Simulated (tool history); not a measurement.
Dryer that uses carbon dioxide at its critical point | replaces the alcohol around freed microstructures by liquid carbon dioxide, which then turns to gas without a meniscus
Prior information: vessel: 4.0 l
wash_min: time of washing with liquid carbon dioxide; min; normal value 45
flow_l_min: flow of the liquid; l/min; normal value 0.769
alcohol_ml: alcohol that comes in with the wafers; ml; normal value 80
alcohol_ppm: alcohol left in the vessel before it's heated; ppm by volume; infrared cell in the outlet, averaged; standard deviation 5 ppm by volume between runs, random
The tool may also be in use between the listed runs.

{"run": 1, "hour": 0.0, "wash_min": 45, "flow_l_min": 0.769, "alcohol_ml": 80, "alcohol_ppm": 73}
{"run": 2, "hour": 7.2, "wash_min": 60, "flow_l_min": 0.769, "alcohol_ml": 80, "alcohol_ppm": 42}
{"run": 3, "hour": 19.3, "wash_min": 60, "flow_l_min": 0.769, "alcohol_ml": 80, "alcohol_ppm": 37}
{"run": 4, "hour": 27.3, "wash_min": 49, "flow_l_min": 0.769, "alcohol_ml": 80, "alcohol_ppm": 59}
{"run": 5, "hour": 44.3, "wash_min": 45, "flow_l_min": 1.039, "alcohol_ml": 80, "alcohol_ppm": 42}
{"run": 6, "hour": 56.8, "wash_min": 45, "flow_l_min": 0.479, "alcohol_ml": 80, "alcohol_ppm": 509}
{"hour": 63.5, "done": "inlet filter changed"}
{"run": 7, "hour": 74.6, "wash_min": 45, "flow_l_min": 0.769, "alcohol_ml": 80, "alcohol_ppm": 68}
{"run": 8, "hour": 89.8, "wash_min": 45, "flow_l_min": 0.769, "alcohol_ml": 80, "alcohol_ppm": 75}
{"run": 9, "hour": 97.0, "wash_min": 45, "flow_l_min": 0.769, "alcohol_ml": 80, "alcohol_ppm": 59}
{"run": 10, "hour": 109.9, "wash_min": 35, "flow_l_min": 0.769, "alcohol_ml": 80, "alcohol_ppm": 162}
{"run": 11, "hour": 116.7, "wash_min": 35, "flow_l_min": 0.769, "alcohol_ml": 80, "alcohol_ppm": 157}

Estimate the outcome of run 12 from the log above:
{"run": 12, "hour": 133.3, "wash_min": 37, "flow_l_min": 0.466, "alcohol_ml": 26, "alcohol_ppm": "?"}

alcohol_ppm: 297 ppm by volume
Were there no unlogged condition in the tool, this run, its random variation unchanged, would have produced alcohol_ppm 254 ppm by volume.
